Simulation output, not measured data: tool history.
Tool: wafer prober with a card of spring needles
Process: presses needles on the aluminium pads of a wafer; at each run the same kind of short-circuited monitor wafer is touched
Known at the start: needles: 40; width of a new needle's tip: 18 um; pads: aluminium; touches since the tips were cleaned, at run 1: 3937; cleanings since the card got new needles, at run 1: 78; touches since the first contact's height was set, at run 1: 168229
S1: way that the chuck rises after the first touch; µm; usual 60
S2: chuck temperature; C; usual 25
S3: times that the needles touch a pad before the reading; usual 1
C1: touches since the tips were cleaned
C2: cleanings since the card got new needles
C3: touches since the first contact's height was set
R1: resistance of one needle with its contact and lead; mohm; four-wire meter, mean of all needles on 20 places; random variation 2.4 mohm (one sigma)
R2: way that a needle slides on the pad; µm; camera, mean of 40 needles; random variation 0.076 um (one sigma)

run   hour  S1  S2  S3    C1  C2      C3   R1     R2
  1    0.0  60  25   1  3937  78  168229  452  10.51
       5.0  -- tips cleaned on abrasive film
  2   23.4  60  25   2  3723  79  172950  383  10.50
      31.4  -- tips cleaned on abrasive film
      54.5  -- tips cleaned on abrasive film
  3   65.5  60  25   2  2229  81  181446  348  10.37
      79.5  -- tips cleaned on abrasive film
     102.3  -- tips cleaned on abrasive film
  4  112.2  43  25   1  2003  83  190854  542   7.20
     129.9  -- tips cleaned on abrasive film
  5  148.3  43  25   1  3725  84  198147  622   7.31
     153.9  -- tips cleaned on abrasive film
     179.6  -- tips cleaned on abrasive film
  6  200.6  64  25   1  4252  86  208706  456  11.06
     203.9  -- tips cleaned on abrasive film
     204.2  -- height of the first contact set anew
     227.7  -- tips cleaned on abrasive film
  7  247.2  51  25   1  3949  88    8699  546   8.40

Run 8 comes next. What will it give?
     251.7  -- tips cleaned on abrasive film
  8  271.4  67  50   3  3994  89  13577   ?   ?

Run 8 gave R1 336 mohm, R2 11.35 µm.
Without the tool's hidden state the same run would have given R1 280 mohm, R2 12.30 µm.
